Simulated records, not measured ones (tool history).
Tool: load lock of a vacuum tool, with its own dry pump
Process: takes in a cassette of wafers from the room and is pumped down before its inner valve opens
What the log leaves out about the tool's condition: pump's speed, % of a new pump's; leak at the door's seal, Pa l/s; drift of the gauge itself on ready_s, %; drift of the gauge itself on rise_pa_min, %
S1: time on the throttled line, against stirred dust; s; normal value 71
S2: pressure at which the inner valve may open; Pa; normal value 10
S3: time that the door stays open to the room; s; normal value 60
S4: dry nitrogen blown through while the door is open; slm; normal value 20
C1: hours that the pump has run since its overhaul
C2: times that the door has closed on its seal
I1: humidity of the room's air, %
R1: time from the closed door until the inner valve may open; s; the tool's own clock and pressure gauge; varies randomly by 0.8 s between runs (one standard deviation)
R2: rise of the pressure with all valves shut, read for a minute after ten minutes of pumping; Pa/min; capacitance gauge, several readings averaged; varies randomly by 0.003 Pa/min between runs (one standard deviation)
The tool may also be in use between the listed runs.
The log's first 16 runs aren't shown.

Run 17, day 132.571: usual settings but S3 186 s, S4 12 slm; C1 4766; C2 14496; I1 43.8. Result: R1 128.7 s, R2 0.326 Pa/min.
Run 18, day 142.1: usual settings but S1 50 s, S2 9 Pa; C1 4995; C2 14825; I1 46.1. Result: R1 111.8 s, R2 0.309 Pa/min.
Run 19, day 152.629: usual settings but S1 43 s, S4 5 slm; C1 5248; C2 15189; I1 46.3. Result: R1 107 s, R2 0.333 Pa/min.
Run 20, day 163.517: usual settings but S1 140 s, S2 12 Pa, S4 5 slm; C1 5509; C2 15565; I1 44.7. Result: R1 180.8 s, R2 0.342 Pa/min.
Run 21, day 169.033: usual settings but S1 74 s, S4 32 slm; C1 5641; C2 15756; I1 43.2. Result: R1 131.3 s, R2 0.327 Pa/min.
Run 22, day 177.317: usual settings but S1 124 s, S3 105 s, S4 41 slm; C1 5840; C2 16042; I1 43.6. Result: R1 169.5 s, R2 0.336 Pa/min.
Run 23, day 188.829: usual settings but S1 124 s, S2 18 Pa, S3 28 s, S4 41 slm; C1 6116; C2 16440; I1 45.6. Result: R1 165 s, R2 0.339 Pa/min.
Run 24, day 198.446: usual settings but S1 38 s, S2 7 Pa, S3 28 s, S4 41 slm; C1 6347; C2 16772; I1 50. Result: R1 106.7 s, R2 0.349 Pa/min.
Run 25, day 208.079: usual settings but S1 50 s, S4 10 slm; C1 6578; C2 17105; I1 44.5. Result: R1 112.4 s, R2 0.388 Pa/min.
Run 26, day 212.958: usual settings but S1 111 s, S2 9 Pa, S3 115 s, S4 26 slm; C1 6696; C2 17274; I1 45.8. Result: R1 161.5 s, R2 0.379 Pa/min.
Run 27, day 217.933: usual settings but S1 76 s, S3 152 s, S4 40 slm; C1 6815; C2 17445; I1 40.9. Result: R1 132.2 s, R2 0.375 Pa/min.
Run 28, day 223.729: usual settings but S1 105 s, S2 15 Pa, S3 47 s, S4 40 slm; C1 6954; C2 17646; I1 44. Result: R1 151.8 s, R2 0.378 Pa/min.
Run 29, day 230.012: usual settings but S1 105 s, S2 15 Pa, S3 47 s, S4 40 slm; C1 7105; C2 17863; I1 44.4. Result: R1 151.9 s, R2 0.378 Pa/min.
Run 30, day 238.383: usual settings but S1 105 s, S2 15 Pa, S3 47 s, S4 40 slm; C1 7306; C2 18152; I1 44.8. Result: R1 153.5 s, R2 0.388 Pa/min.
Run 31, day 248.654: usual settings but S1 125 s, S2 20 Pa, S4 36 slm; C1 7552; C2 18507; I1 45.6. Result: R1 165.1 s, R2 0.41 Pa/min.

3 ways to go on from here, each from the tool as it stands after run 31. What would each give?
Run A, day 253.846: usual settings but S3 176 s; C1 7677; C2 18686; I1 45.5. Result: R1 ?, R2 ?.
Run B, day 253.846: usual settings but S1 116 s, S2 17 Pa, S4 14 slm; C1 7677; C2 18686; I1 47.5. Result: R1 ?, R2 ?.
Run C, day 253.846: usual settings but S2 18 Pa; C1 7677; C2 18686; I1 45.8. Result: R1 ?, R2 ?.

run     R1     R2
  A  131.2  0.438
  B  160.4  0.433
  C  123.9  0.429
Stripped of hidden state, with their random variation kept, the same runs would have yielded:
run     R1     R2
  A  125.7  0.051
  B  156.2  0.041
  C  119.1  0.037

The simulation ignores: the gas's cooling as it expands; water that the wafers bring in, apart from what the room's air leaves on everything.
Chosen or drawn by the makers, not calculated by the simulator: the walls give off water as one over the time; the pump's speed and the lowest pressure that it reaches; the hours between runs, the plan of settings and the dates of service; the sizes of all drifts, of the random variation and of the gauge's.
